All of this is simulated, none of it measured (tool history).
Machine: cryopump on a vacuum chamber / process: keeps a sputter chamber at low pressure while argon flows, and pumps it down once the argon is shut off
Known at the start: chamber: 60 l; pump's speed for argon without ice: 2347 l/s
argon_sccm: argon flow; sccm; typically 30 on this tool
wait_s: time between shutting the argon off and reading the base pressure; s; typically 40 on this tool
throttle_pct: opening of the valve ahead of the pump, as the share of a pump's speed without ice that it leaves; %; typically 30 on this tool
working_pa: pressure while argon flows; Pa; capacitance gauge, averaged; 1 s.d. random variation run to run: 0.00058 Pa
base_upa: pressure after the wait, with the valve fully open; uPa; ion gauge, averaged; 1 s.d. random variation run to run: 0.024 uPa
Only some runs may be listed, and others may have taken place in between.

run	hour	argon_sccm	wait_s	throttle_pct	working_pa	base_upa
1	0.0	30	40	30	0.0769	0.97
2	63.9	30	23	30	0.0771	1.57
3	145.7	18	23	30	0.0460	1.58
4	188.4	30	176	30	0.0780	0.46
5	265.2	30	176	30	0.0781	0.51
6	320.4	30	176	30	0.0782	0.54
7	367.6	30	176	30	0.0788	0.59
8	455.1	30	176	30	0.0808	0.59
9	532.0	30	176	30	0.0811	0.66
10	577.1	30	176	30	0.0820	0.67
# hour 593.6: pump warmed up, emptied and cooled again
11	663.9	30	176	30	0.0720	0.56
12	750.2	31	225	29	0.0784	0.54
13	817.3	31	225	29	0.0796	0.57
14	896.1	21	40	15	0.1022	1.21
15	986.4	35	40	30	0.0868	1.18
16	1050.0	35	40	30	0.0876	1.24
17	1093.1	30	57	32	0.0700	1.11
18	1174.3	49	30	30	0.1243	1.58
19	1250.2	25	40	40	0.0488	1.41
20	1290.0	25	40	40	0.0490	1.38
21	1374.0	30	40	25	0.0919	1.46
22	1453.6	30	26	52	0.0475	1.82

Each row is a separate what-if for the run after 22, all from the same tool condition, not one after another. Results?
A	1519.2	44	22	30	?	?
B	1519.2	22	171	48	?	?
C	1519.2	15	40	30	?	?

run	working_pa	base_upa
A	0.1141	2.07
B	0.0383	0.93
C	0.0395	1.50
With the hidden condition removed and each run's random variation left untouched, the same runs would have given:
run	working_pa	base_upa
A	0.1050	1.44
B	0.0337	0.29
C	0.0364	0.86
